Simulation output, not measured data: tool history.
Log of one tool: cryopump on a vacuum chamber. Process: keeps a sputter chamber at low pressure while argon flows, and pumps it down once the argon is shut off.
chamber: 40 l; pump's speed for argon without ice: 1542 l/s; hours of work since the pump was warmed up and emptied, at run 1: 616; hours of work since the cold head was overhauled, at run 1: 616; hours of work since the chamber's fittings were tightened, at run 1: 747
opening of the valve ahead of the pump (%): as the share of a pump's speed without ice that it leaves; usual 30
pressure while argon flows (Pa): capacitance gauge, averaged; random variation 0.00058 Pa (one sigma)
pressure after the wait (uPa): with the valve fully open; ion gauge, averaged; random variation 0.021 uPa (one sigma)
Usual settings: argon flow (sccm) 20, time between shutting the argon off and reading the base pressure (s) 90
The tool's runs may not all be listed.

run     day  argon flow (sccm)  time between shutting the argon off and reading the base pressure (s)  opening of the valve ahead of the pump (%)  hours of work since the pump was warmed up and emptied  hours of work since the cold head was overhauled  hours of work since the chamber's fittings were tightened  pressure while argon flows (Pa)  pressure after the wait (uPa)
  1   0.000                 20                                                                     90                                          30                                                     616                                               616                                                        747                           0.0819                           2.14
  2   0.479                 18                                                                     90                                          30                                                     626                                               626                                                        757                           0.0742                           2.16
  3   1.100                 18                                                                     90                                          30                                                     639                                               639                                                        770                           0.0745                           2.17
  4   1.600                 18                                                                     90                                          30                                                     650                                               650                                                        781                           0.0737                           2.20
  5   1.967                 20                                                                     90                                          30                                                     658                                               658                                                        789                           0.0838                           2.19
  6   2.279                 20                                                                     90                                          30                                                     664                                               664                                                        795                           0.0826                           2.23
  7   3.025                 20                                                                     90                                          30                                                     680                                               680                                                        811                           0.0836                           2.29
  8   3.375                 20                                                                     90                                          30                                                     688                                               688                                                        818                           0.0844                           2.27
  9   3.792                 20                                                                     90                                          30                                                     696                                               696                                                        827                           0.0838                           2.34
 10   4.458                 20                                                                     90                                          30                                                     711                                               711                                                        841                           0.0857                           2.46
 11   4.896                 20                                                                     90                                          30                                                     720                                               720                                                        851                           0.0860                           2.49
      5.471  -- pump warmed up, emptied and cooled again
 12   5.829                 20                                                                     90                                          30                                                       8                                               735                                                        866                           0.0727                           1.78
 13   6.308                 20                                                                     29                                          30                                                      18                                               745                                                        876                           0.0740                           2.36
 14   6.804                 20                                                                     29                                          30                                                      28                                               756                                                        886                           0.0735                           2.31
 15   7.208                 20                                                                     29                                          30                                                      37                                               764                                                        895                           0.0745                           2.49
 16   7.600                 20                                                                     29                                          30                                                      45                                               773                                                        903                           0.0733                           2.34
 17   8.208                 20                                                                     29                                          30                                                      58                                               785                                                        916                           0.0744                           2.44
 18   8.879                 20                                                                     29                                          30                                                      72                                               800                                                        930                           0.0746                           2.53
 19   9.554                  9                                                                     21                                          51                                                      86                                               814                                                        945                           0.0196                           2.82
 20  10.129                 10                                                                     41                                          21                                                      99                                               826                                                        957                           0.0533                           2.33
 21  10.825                 14                                                                     90                                          44                                                     113                                               841                                                        971                           0.0355                           1.98
 22  11.175                 20                                                                    138                                          30                                                     121                                               848                                                        979                           0.0759                           1.92
 23  11.629                 20                                                                    138                                          30                                                     130                                               858                                                        989                           0.0745                           1.96
 24  12.308                 10                                                                    104                                          30                                                     145                                               872                                                       1003                           0.0371                           2.08
 25  12.971                 10                                                                    104                                          29                                                     159                                               886                                                       1017                           0.0388                           2.10
 26  13.667                 10                                                                    104                                          29                                                     173                                               901                                                       1032                           0.0393                           2.08
 27  14.142                 10                                                                     74                                          22                                                     183                                               911                                                       1042                           0.0507                           2.23
 28  14.875                 10                                                                    156                                          51                                                     199                                               926                                                       1057                           0.0223                           2.10
 29  15.621                 20                                                                    141                                          51                                                     215                                               942                                                       1073                           0.0452                           2.17
 30  16.183                 16                                                                    100                                          18                                                     227                                               954                                                       1085                           0.0995                           2.25
 31  16.750                 18                                                                    100                                          24                                                     239                                               966                                                       1097                           0.0853                           2.32
 32  17.417                 18                                                                    100                                          46                                                     253                                               980                                                       1111                           0.0458                           2.31
 33  18.158                 18                                                                    267                                          49                                                     268                                               996                                                       1127                           0.0439                           2.23
 34  18.567                 18                                                                    267                                          49                                                     277                                              1004                                                       1135                           0.0441                           2.23
 35  18.967                 24                                                                    219                                          41                                                     285                                              1013                                                       1144                           0.0686                           2.35

How the hidden state differs across the entries between the runs, from the last listed run before each to the first after it:
Between runs 11 and 12: pump warmed up, emptied and cooled again (day 5.471)
  pump's speed, % of a pump's without ice: 65.6 -> 99.5; cold plate's temperature, K: 12.72 -> 12.73; leak into the chamber, uPa l/s: 2193 -> 2228
  measured less the result without the state, pressure while argon flows (Pa): +0.0120 -> +0.0004; pressure after the wait (uPa): +2.02 -> +1.30

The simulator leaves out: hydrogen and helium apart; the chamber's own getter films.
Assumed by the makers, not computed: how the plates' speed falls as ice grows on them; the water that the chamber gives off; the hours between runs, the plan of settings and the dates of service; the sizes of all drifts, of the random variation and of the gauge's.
